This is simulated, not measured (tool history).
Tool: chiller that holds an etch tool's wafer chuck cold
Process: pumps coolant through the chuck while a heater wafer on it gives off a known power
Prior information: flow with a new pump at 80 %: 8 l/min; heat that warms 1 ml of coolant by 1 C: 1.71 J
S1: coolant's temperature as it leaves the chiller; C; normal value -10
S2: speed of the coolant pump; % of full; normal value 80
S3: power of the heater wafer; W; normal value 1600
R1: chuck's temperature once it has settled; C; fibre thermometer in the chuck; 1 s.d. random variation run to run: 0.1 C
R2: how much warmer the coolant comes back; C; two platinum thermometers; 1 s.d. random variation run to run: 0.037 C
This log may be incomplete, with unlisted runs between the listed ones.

run	hour	S1	S2	S3	R1	R2
1	0.0	-10	80	1600	8.7	6.98
2	13.4	-14	80	1600	4.6	7.01
3	35.8	-14	80	1600	4.5	6.99
4	65.2	-14	80	1600	4.5	7.01
5	85.9	-10	80	1600	8.7	7.08
6	99.3	-10	80	1600	8.8	7.04
7	126.5	-10	80	1600	8.4	6.98
8	151.8	-10	80	1600	8.6	7.09
9	180.6	-10	80	1600	8.5	6.98
10	203.2	-10	79	1600	8.5	7.11
11	221.3	-10	79	1600	8.8	7.09
12	236.4	-10	79	1600	8.7	7.13
13	256.8	-10	79	1600	8.4	7.15
14	272.9	-10	80	1600	8.6	7.05
15	287.9	-10	80	1600	8.5	7.03
16	307.4	-10	80	1600	8.6	6.97
17	335.7	-10	80	1600	8.6	7.03

Run 18 has not been measured yet. What should we expect?
18	367.0	-10	80	1600	?	?

R1: 8.5 C
R2: 7.04 C
If the tool had no hidden condition, the same run with the same run-to-run variation would have returned R1 8.5 C, R2 7.03 C.
